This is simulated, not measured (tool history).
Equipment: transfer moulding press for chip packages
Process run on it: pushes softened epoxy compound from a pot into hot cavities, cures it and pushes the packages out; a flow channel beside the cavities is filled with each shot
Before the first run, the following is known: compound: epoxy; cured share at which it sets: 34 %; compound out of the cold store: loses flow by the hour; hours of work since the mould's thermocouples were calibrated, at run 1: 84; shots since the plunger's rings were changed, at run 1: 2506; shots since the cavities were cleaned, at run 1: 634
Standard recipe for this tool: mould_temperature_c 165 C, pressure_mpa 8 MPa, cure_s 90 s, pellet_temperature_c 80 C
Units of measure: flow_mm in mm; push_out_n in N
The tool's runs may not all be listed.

| run | hour | mould_temperature_c | pressure_mpa | cure_s | pellet_temperature_c | hours of work since the mould's thermocouples were calibrated | shots since the plunger's rings were changed | shots since the cavities were cleaned | incoming compound's hours out of the cold store | flow_mm | push_out_n |
|---|---|---|---|---|---|---|---|---|---|---|---|
| 1 | 0 | 165 | 8 | 90 | 80 | 84 | 2506 | 634 | 13.1 | 663 | 757 |
|  | 5.8 | cavities cleaned with cleaning compound and waxed |
| 2 | 24.4 | 165 | 8 | 90 | 80 | 100 | 2797 | 236 | 16.4 | 657 | 654 |
|  | 62.9 | cavities cleaned with cleaning compound and waxed |
| 3 | 70.9 | 165 | 8 | 90 | 80 | 133 | 3368 | 101 | 31.1 | 630 | 560 |
|  | 113.4 | plunger's sealing rings changed |
| 4 | 114 | 165 | 6.61 | 90 | 80 | 162 | 7 | 616 | 36.6 | 594 | 743 |
|  | 123.8 | cavities cleaned with cleaning compound and waxed |
| 5 | 156.6 | 165 | 6.61 | 90 | 80 | 191 | 529 | 417 | 38.1 | 586 | 677 |
|  | 183.2 | cavities cleaned with cleaning compound and waxed |
| 6 | 193 | 165 | 8 | 97 | 80 | 216 | 972 | 125 | 12.3 | 676 | 530 |
| 7 | 223.8 | 165 | 8 | 97 | 80 | 238 | 1362 | 515 | 16.5 | 670 | 650 |
|  | 228.8 | mould's thermocouples calibrated |
|  | 241.5 | cavities cleaned with cleaning compound and waxed |
| 8 | 271.5 | 165 | 8 | 97 | 80 | 30 | 1924 | 381 | 17.9 | 658 | 636 |
|  | 299 | cavities cleaned with cleaning compound and waxed |
| 9 | 326.1 | 165 | 7.93 | 97 | 80 | 68 | 2598 | 345 | 39.1 | 625 | 617 |
| 10 | 349.2 | 165 | 8 | 90 | 81 | 84 | 2890 | 637 | 37.6 | 622 | 719 |
|  | 354.5 | cavities cleaned with cleaning compound and waxed |
| 11 | 372.9 | 165 | 8 | 90 | 81 | 100 | 3172 | 234 | 31.3 | 637 | 637 |
|  | 413.1 | cavities cleaned with cleaning compound and waxed |
| 12 | 419.4 | 165 | 8 | 90 | 81 | 132 | 3743 | 79 | 41.1 | 617 | 541 |
|  | 434.6 | plunger's sealing rings changed |
| 13 | 449.7 | 165 | 8 | 90 | 80 | 152 | 191 | 432 | 12.3 | 688 | 680 |
|  | 473.6 | mould's thermocouples calibrated, once more |
|  | 475.1 | cavities cleaned with cleaning compound and waxed |
| 14 | 490.3 | 165 | 8 | 119 | 80 | 11 | 662 | 194 | 10.4 | 688 | 546 |
| 15 | 516.8 | 165 | 6.22 | 90 | 80 | 30 | 998 | 530 | 34.8 | 564 | 720 |
|  | 530.9 | cavities cleaned with cleaning compound and waxed |
| 16 | 562.9 | 165 | 6.22 | 94 | 76 | 62 | 1565 | 408 | 30.6 | 570 | 662 |
|  | 589.4 | cavities cleaned with cleaning compound and waxed |
| 17 | 605.8 | 165 | 6.22 | 94 | 76 | 92 | 2089 | 207 | 34.1 | 563 | 602 |
|  | 646.5 | cavities cleaned with cleaning compound and waxed |
| 18 | 649.2 | 165 | 6.22 | 94 | 76 | 122 | 2622 | 35 | 30.9 | 568 | 488 |
| 19 | 692.8 | 160 | 8 | 90 | 80 | 153 | 3175 | 588 | 38.8 | 634 | 945 |
|  | 703.8 | cavities cleaned with cleaning compound and waxed |
| 20 | 736.7 | 160 | 8 | 90 | 80 | 183 | 3712 | 417 | 8.5 | 673 | 892 |
|  | 753.5 | plunger's sealing rings changed |
|  | 761.8 | cavities cleaned with cleaning compound and waxed |
| 21 | 764.1 | 161 | 6.94 | 70 | 70 | 200 | 116 | 30 | 36.8 | 611 | 1134 |
| 22 | 797.5 | 167 | 8.93 | 85 | 85 | 224 | 540 | 454 | 42.9 | 664 | 688 |
|  | 819.9 | cavities cleaned with cleaning compound and waxed |
| 23 | 832.7 | 161 | 6.47 | 71 | 82 | 248 | 966 | 161 | 28.7 | 588 | 1149 |
| 24 | 865.7 | 167 | 6.18 | 71 | 77 | 272 | 1386 | 581 | 35.2 | 555 | 1054 |
|  | 875.3 | cavities cleaned with cleaning compound and waxed |
| 25 | 892.5 | 167 | 6.18 | 71 | 77 | 290 | 1707 | 218 | 39.5 | 554 | 820 |
|  | 930.8 | cavities cleaned with cleaning compound and waxed |
| 26 | 930.8 | 167 | 6.18 | 71 | 77 | 316 | 2174 | 0 | 18.4 | 573 | 707 |

Subtracting, for every run, the result it would have given without the tool's unlogged condition from the measured result gives the following. The same run-to-run variation enters both numbers; the gauge's scatter may not:
Hidden conditions of the tool in this case: true mould temperature over the reading, C; pressure that reaches the compound, % of what is set; grip of the stained cavities, % over clean ones'; drift of the gauge itself on flow_mm, %; drift of the gauge itself on push_out_n, %.
| run | flow_mm | push_out_n |
|---|---|---|
| 1 | -20 | +255 |
| 2 | -22 | +134 |
| 3 | -26 | +75 |
| 4 | -1 | +256 |
| 5 | -5 | +187 |
| 6 | -10 | +66 |
| 7 | -12 | +200 |
| 8 | -17 | +175 |
| 9 | -22 | +150 |
| 10 | -24 | +233 |
| 11 | -27 | +129 |
| 12 | -29 | +40 |
| 13 | -4 | +180 |
| 14 | -5 | +106 |
| 15 | -6 | +232 |
| 16 | -10 | +187 |
| 17 | -14 | +122 |
| 18 | -17 | +29 |
| 19 | -25 | +309 |
| 20 | -31 | +249 |
| 21 | -2 | +30 |
| 22 | -5 | +197 |
| 23 | -8 | +166 |
| 24 | -10 | +340 |
| 25 | -13 | +147 |
| 26 | -17 | -17 |

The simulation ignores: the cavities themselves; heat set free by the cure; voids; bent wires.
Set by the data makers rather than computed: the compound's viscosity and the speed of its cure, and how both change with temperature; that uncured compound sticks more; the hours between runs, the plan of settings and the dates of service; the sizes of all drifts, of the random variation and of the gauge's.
